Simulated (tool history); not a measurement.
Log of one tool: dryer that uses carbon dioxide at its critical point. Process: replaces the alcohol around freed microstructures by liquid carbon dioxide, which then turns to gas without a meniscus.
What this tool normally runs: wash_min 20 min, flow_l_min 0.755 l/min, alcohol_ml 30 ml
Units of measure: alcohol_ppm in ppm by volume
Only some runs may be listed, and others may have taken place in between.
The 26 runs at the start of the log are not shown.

| run | hour | wash_min | flow_l_min | alcohol_ml | hours of work since the filter was changed | hours of work since the purifier's bed was changed | alcohol_ppm |
|---|---|---|---|---|---|---|---|
|  | 983.6 | inlet filter changed |
| 27 | 983.6 | 24 | 1.235 | 81 | 0 | 57 | 25 |
| 28 | 1025.6 | 13 | 0.755 | 47 | 17 | 73 | 323 |
| 29 | 1066 | 20 | 0.542 | 30 | 33 | 89 | 154 |
| 30 | 1101.2 | 20 | 0.542 | 30 | 46 | 103 | 173 |
| 31 | 1138.2 | 16 | 0.933 | 69 | 61 | 118 | 82 |
| 32 | 1177 | 14 | 0.766 | 30 | 76 | 133 | 169 |
| 33 | 1209.4 | 12 | 1.266 | 30 | 89 | 146 | 54 |
| 34 | 1242.9 | 21 | 0.729 | 38 | 102 | 159 | 62 |
| 35 | 1264 | 24 | 0.729 | 80 | 111 | 168 | 62 |
| 36 | 1300.3 | 17 | 0.567 | 44 | 125 | 182 | 407 |
| 37 | 1321 | 26 | 0.543 | 22 | 133 | 190 | 83 |
| 38 | 1365 | 26 | 0.543 | 22 | 151 | 208 | 76 |
| 39 | 1390.5 | 18 | 0.487 | 58 | 161 | 218 | 823 |
| 40 | 1414.2 | 18 | 0.487 | 74 | 170 | 227 | 1041 |
| 41 | 1456 | 17 | 0.487 | 111 | 187 | 243 | 1981 |
| 42 | 1479.8 | 17 | 0.487 | 111 | 196 | 253 | 1898 |
| 43 | 1518.6 | 17 | 0.487 | 111 | 211 | 268 | 2010 |
| 44 | 1562 | 22 | 0.755 | 116 | 228 | 285 | 125 |

Predict each of these 3 candidate next runs independently; none follows another, all start after run 44:
| A | 1609.5 | 18 | 0.541 | 116 | 247 | 304 | ? |
| B | 1609.5 | 31 | 0.592 | 54 | 247 | 304 | ? |
| C | 1609.5 | 22 | 0.477 | 116 | 247 | 304 | ? |

| run | alcohol_ppm |
|---|---|
| A | 1262 |
| B | 85 |
| C | 972 |
With no hidden state in the tool, these same runs would have given:
| run | alcohol_ppm |
|---|---|
| A | 756 |
| B | 16 |
| C | 556 |

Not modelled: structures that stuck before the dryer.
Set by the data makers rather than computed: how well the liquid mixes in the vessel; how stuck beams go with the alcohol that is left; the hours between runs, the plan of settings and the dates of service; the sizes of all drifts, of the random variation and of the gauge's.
